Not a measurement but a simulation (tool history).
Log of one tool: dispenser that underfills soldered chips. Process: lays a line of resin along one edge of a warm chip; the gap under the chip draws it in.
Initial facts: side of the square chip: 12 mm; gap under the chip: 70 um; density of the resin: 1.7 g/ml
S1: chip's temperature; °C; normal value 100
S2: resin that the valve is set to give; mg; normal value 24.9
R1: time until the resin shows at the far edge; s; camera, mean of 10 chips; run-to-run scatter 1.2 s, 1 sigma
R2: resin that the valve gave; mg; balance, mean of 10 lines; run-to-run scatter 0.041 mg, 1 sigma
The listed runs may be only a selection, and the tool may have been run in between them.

Run 1, hour 0.0: usual settings. Result: R1 120.8 s, R2 24.24 mg.
Run 2, hour 3.1: usual settings but S2 25.9 mg. Result: R1 135.2 s, R2 25.21 mg.
At hour 7.0: dispensing valve cleaned and set on the balance.
Run 3, hour 7.2: usual settings but S2 25.0 mg. Result: R1 159.2 s, R2 25.03 mg.
Run 4, hour 10.9: usual settings. Result: R1 190.5 s, R2 24.98 mg.
Run 5, hour 13.8: usual settings but S2 24.6 mg. Result: R1 217.8 s, R2 24.68 mg.
At hour 17.0: new syringe of resin.
Run 6, hour 17.7: usual settings but S2 24.6 mg. Result: R1 119.9 s, R2 24.60 mg.
Run 7, hour 23.5: usual settings but S1 87 °C. Result: R1 245.2 s, R2 24.91 mg.
Run 8, hour 29.4: usual settings but S2 25.0 mg. Result: R1 207.4 s, R2 24.96 mg.
At hour 33.4: new syringe of resin.
Run 9, hour 34.6: usual settings but S2 25.0 mg. Result: R1 120.0 s, R2 24.79 mg.
Run 10, hour 40.5: usual settings but S1 89 °C. Result: R1 228.9 s, R2 24.67 mg.
Run 11, hour 46.6: usual settings but S1 105 °C. Result: R1 181.7 s, R2 24.78 mg.
At hour 50.1: new syringe of resin.
Run 12, hour 52.4: usual settings but S1 105 °C. Result: R1 110.1 s, R2 24.70 mg.
Run 13, hour 56.8: usual settings but S1 107 °C. Result: R1 123.9 s, R2 24.61 mg.
Run 14, hour 61.3: usual settings but S1 108 °C. Result: R1 153.5 s, R2 24.55 mg.
At hour 66.4: new syringe of resin.
Run 15, hour 66.4: usual settings. Result: R1 115.5 s, R2 24.56 mg.
Run 16, hour 70.3: usual settings. Result: R1 139.5 s, R2 24.55 mg.
Run 17, hour 73.2: usual settings but S2 29.6 mg. Result: R1 153.6 s, R2 29.23 mg.
Run 18, hour 79.3: usual settings but S2 29.6 mg. Result: R1 203.3 s, R2 29.11 mg.
Run 19, hour 82.3: usual settings but S1 86 °C, S2 27.8 mg. Result: R1 383.5 s, R2 27.35 mg.
At hour 82.9: new syringe of resin.
Run 20, hour 87.7: usual settings but S1 106 °C, S2 25.5 mg. Result: R1 120.5 s, R2 25.04 mg.
Run 21, hour 90.4: usual settings but S1 96 °C, S2 28.8 mg. Result: R1 185.2 s, R2 28.33 mg.
Run 22, hour 95.4: usual settings but S1 87 °C. Result: R1 324.0 s, R2 24.32 mg.
At hour 99.4: new syringe of resin.
Run 23, hour 100.3: usual settings but S1 95 °C, S2 30.8 mg. Result: R1 139.5 s, R2 30.15 mg.

What will run 24 give?
Run 24, hour 104.8: usual settings but S1 95 °C, S2 23.3 mg. Result: R1 ?, R2 ?.

{"run 24": {"R1": 177.6, "R2": 22.8}}
Minus the tool's unlogged condition, the same run would have read R1 138.8 s, R2 23.32 mg.

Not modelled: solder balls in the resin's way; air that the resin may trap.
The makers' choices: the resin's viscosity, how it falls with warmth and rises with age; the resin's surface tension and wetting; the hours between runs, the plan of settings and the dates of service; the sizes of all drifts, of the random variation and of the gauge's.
